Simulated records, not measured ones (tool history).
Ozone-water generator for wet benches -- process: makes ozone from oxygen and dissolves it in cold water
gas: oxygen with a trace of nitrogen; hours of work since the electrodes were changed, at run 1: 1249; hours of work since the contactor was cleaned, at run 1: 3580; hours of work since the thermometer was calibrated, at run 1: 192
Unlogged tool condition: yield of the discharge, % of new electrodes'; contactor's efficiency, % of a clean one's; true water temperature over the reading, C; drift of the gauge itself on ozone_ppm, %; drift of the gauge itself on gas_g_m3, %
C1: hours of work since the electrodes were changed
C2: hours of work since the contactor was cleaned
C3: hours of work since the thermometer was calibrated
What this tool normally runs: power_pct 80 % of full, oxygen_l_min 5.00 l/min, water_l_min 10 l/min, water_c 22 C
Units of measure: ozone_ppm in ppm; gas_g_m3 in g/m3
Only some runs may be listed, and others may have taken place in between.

Run 1, hour 0.0: usual settings; C1 1249; C2 3580; C3 192. Result: ozone_ppm 29.6 ppm, gas_g_m3 233.7 g/m3.
Run 2, hour 100.1: usual settings; C1 1332; C2 3663; C3 274. Result: ozone_ppm 29.5 ppm, gas_g_m3 235.0 g/m3.
Run 3, hour 159.1: usual settings; C1 1381; C2 3712; C3 323. Result: ozone_ppm 29.5 ppm, gas_g_m3 235.9 g/m3.
Run 4, hour 222.2: usual settings; C1 1433; C2 3764; C3 375. Result: ozone_ppm 29.5 ppm, gas_g_m3 232.2 g/m3.
Run 5, hour 319.3: usual settings; C1 1513; C2 3844; C3 456. Result: ozone_ppm 29.2 ppm, gas_g_m3 233.3 g/m3.
Run 6, hour 395.5: usual settings; C1 1576; C2 3907; C3 519. Result: ozone_ppm 29.7 ppm, gas_g_m3 234.1 g/m3.
Run 7, hour 469.2: usual settings; C1 1637; C2 3968; C3 580. Result: ozone_ppm 29.2 ppm, gas_g_m3 235.5 g/m3.
Run 8, hour 537.3: usual settings but power_pct 54 % of full; C1 1693; C2 4024; C3 636. Result: ozone_ppm 22.5 ppm, gas_g_m3 178.5 g/m3.
Run 9, hour 599.0: usual settings but power_pct 54 % of full, oxygen_l_min 2.91 l/min; C1 1744; C2 4075; C3 687. Result: ozone_ppm 21.6 ppm, gas_g_m3 215.2 g/m3.
Run 10, hour 656.1: usual settings but power_pct 54 % of full, oxygen_l_min 2.91 l/min; C1 1791; C2 4123; C3 734. Result: ozone_ppm 21.4 ppm, gas_g_m3 217.0 g/m3.
Run 11, hour 758.8: usual settings but water_l_min 9 l/min; C1 1876; C2 4207; C3 819. Result: ozone_ppm 30.8 ppm, gas_g_m3 231.1 g/m3.
Run 12, hour 836.1: usual settings but water_l_min 9 l/min; C1 1940; C2 4271; C3 883. Result: ozone_ppm 30.7 ppm, gas_g_m3 228.9 g/m3.
Run 13, hour 928.6: usual settings but power_pct 43 % of full, water_l_min 9 l/min; C1 2017; C2 4348; C3 959. Result: ozone_ppm 20.3 ppm, gas_g_m3 153.4 g/m3.
Run 14, hour 993.6: usual settings but power_pct 52 % of full, water_l_min 9 l/min; C1 2070; C2 4402; C3 1013. Result: ozone_ppm 23.2 ppm, gas_g_m3 174.6 g/m3.
Run 15, hour 1049.5: usual settings but power_pct 52 % of full, water_l_min 9 l/min; C1 2117; C2 4448; C3 1059. Result: ozone_ppm 22.8 ppm, gas_g_m3 173.1 g/m3.
Run 16, hour 1095.8: usual settings but power_pct 41 % of full, water_l_min 8 l/min; C1 2155; C2 4486; C3 1098. Result: ozone_ppm 21.3 ppm, gas_g_m3 149.4 g/m3.
Run 17, hour 1169.7: usual settings but power_pct 71 % of full, water_l_min 8 l/min, water_c 27 C; C1 2216; C2 4547; C3 1159. Result: ozone_ppm 26.9 ppm, gas_g_m3 212.6 g/m3.
At hour 1180.2: contactor cleaned.
Run 18, hour 1245.8: usual settings but power_pct 71 % of full, water_l_min 8 l/min, water_c 27 C; C1 2276; C2 54; C3 1218. Result: ozone_ppm 26.7 ppm, gas_g_m3 210.8 g/m3.
Run 19, hour 1294.2: usual settings but power_pct 71 % of full, water_l_min 8 l/min, water_c 27 C; C1 2316; C2 94; C3 1258. Result: ozone_ppm 26.3 ppm, gas_g_m3 211.1 g/m3.
Run 20, hour 1360.6: usual settings but oxygen_l_min 3.77 l/min, water_l_min 15 l/min; C1 2370; C2 149; C3 1313. Result: ozone_ppm 20.8 ppm, gas_g_m3 253.9 g/m3.
Run 21, hour 1407.2: usual settings but power_pct 60 % of full, oxygen_l_min 7.44 l/min; C1 2409; C2 188; C3 1352. Result: ozone_ppm 23.2 ppm, gas_g_m3 166.1 g/m3.
Run 22, hour 1461.0: usual settings but power_pct 60 % of full, oxygen_l_min 7.44 l/min; C1 2453; C2 232; C3 1396. Result: ozone_ppm 23.1 ppm, gas_g_m3 162.9 g/m3.
Run 23, hour 1536.0: usual settings but power_pct 43 % of full, water_c 29 C; C1 2515; C2 294; C3 1458. Result: ozone_ppm 16.2 ppm, gas_g_m3 153.1 g/m3.
At hour 1567.4: contactor cleaned, once more.
Run 24, hour 1627.4: usual settings but power_pct 64 % of full, oxygen_l_min 3.26 l/min, water_c 21 C; C1 2588; C2 50; C3 1530. Result: ozone_ppm 25.7 ppm, gas_g_m3 229.7 g/m3.
Run 25, hour 1694.8: usual settings but water_l_min 6 l/min, water_c 17 C; C1 2643; C2 105; C3 1586. Result: ozone_ppm 43.5 ppm, gas_g_m3 227.4 g/m3.
Run 26, hour 1748.5: usual settings but power_pct 64 % of full, water_l_min 6 l/min; C1 2688; C2 150; C3 1631. Result: ozone_ppm 33.5 ppm, gas_g_m3 197.6 g/m3.
Run 27, hour 1799.6: usual settings but power_pct 64 % of full, water_l_min 6 l/min; C1 2730; C2 192; C3 1673. Result: ozone_ppm 33.5 ppm, gas_g_m3 198.0 g/m3.

Describe how what the log doesn't record of the tool's condition differs between the last listed run preceding each entry between runs and the first listed run following it.
Runs 17 to 18: contactor cleaned (hour 1180.2)
  yield of the discharge, % of new electrodes': 96.2 -> 96.1; contactor's efficiency, % of a clean one's: 89.1 -> 87
  measured value less the no-hidden-state value, ozone_ppm: -2.5 -> -3.0 ppm; gas_g_m3: -8.3 -> -8.6 g/m3
Runs 23 to 24: contactor cleaned, once more (hour 1567.4)
  yield of the discharge, % of new electrodes': 95.7 -> 95.6; contactor's efficiency, % of a clean one's: 86.4 -> 99.4
  measured value less the no-hidden-state value, ozone_ppm: -1.7 -> -1.2 ppm; gas_g_m3: -4.6 -> -10.0 g/m3
